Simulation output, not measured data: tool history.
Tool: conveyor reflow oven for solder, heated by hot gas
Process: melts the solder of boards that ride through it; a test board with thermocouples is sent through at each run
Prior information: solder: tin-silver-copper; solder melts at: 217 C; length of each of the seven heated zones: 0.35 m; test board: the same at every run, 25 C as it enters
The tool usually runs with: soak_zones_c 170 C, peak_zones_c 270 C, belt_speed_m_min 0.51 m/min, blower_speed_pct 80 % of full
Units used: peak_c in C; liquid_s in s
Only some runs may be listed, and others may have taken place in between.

run,hour,soak_zones_c,peak_zones_c,belt_speed_m_min,blower_speed_pct,peak_c,liquid_s
1,0,170,270,0.51,80,248.4,55.5
# hour 26.1: flux residue cleaned out of gas plates and filters
2,39.3,170,270,0.51,80,252,59.4
# hour 68.7: belt drive overhauled, speed set with a stopwatch
3,103.4,160,270,0.51,80,249.4,54.2
4,161.2,160,270,0.51,80,249.2,54.2
5,214.8,160,270,0.51,80,248.8,53.6
# hour 229.3: belt drive overhauled, speed set with a stopwatch, once more
# hour 236.8: thermocouples of zones 6 and 7 changed
6,281.2,160,270,0.51,80,247.1,51
7,331.2,160,270,0.51,80,247.1,51.1
8,389.3,160,270,0.51,80,246.9,50.5
9,416,170,270,0.501,80,249,57.2
10,442.2,170,270,0.501,80,248.8,57.3
11,481.6,170,270,0.501,80,248.8,57.1
12,510.7,170,270,0.501,80,248.9,56.8
13,567.4,170,270,0.51,80,247.2,54.6
14,599.3,170,270,0.51,80,247.4,54.2
# hour 626.1: flux residue cleaned out of gas plates and filters
15,640.5,170,270,0.51,80,251.1,58.6
16,676.7,170,270,0.51,80,251.3,58.3
17,708.5,178,270,0.51,56,247.1,56.6
18,769.7,178,270,0.51,56,247.3,56.8
19,825.6,181,270,0.411,54,254.6,82.1
20,871.5,178,270,0.411,54,253.9,79.9
21,927.8,174,267,0.453,52,246.6,62.5
22,974,170,270,0.463,63,250.3,63
23,1026.4,170,270,0.5,81,249.8,58.6
24,1076.7,170,270,0.5,81,250.2,58.2
# hour 1107.9: thermocouples of zones 6 and 7 changed
25,1124.8,170,266,0.53,80,243.3,48.7
26,1167.3,181,270,0.438,59,251.8,73.8
27,1196.6,176,278,0.493,59,252.9,63.2
# hour 1215.3: flux residue cleaned out of gas plates and filters
28,1261.6,185,278,0.493,64,258.9,72.4
29,1307.9,185,278,0.493,64,258.9,72.6
30,1354.9,185,278,0.493,86,262.3,74.7
31,1392.2,185,278,0.493,86,262.1,75.1

3 options for the next run, each taken on its own from the tool as it stands now. Forecast them:
A,1428.8,170,270,0.51,83,?,?
B,1428.8,179,278,0.493,60,?,?
C,1428.8,170,260,0.51,59,?,?

run,peak_c,liquid_s
A,250.4,58.2
B,255.6,67.2
C,237.4,43.5
Without the tool's unlogged condition, the same runs would have read:
run,peak_c,liquid_s
A,251.5,59
B,256.6,67.7
C,238.3,44.8
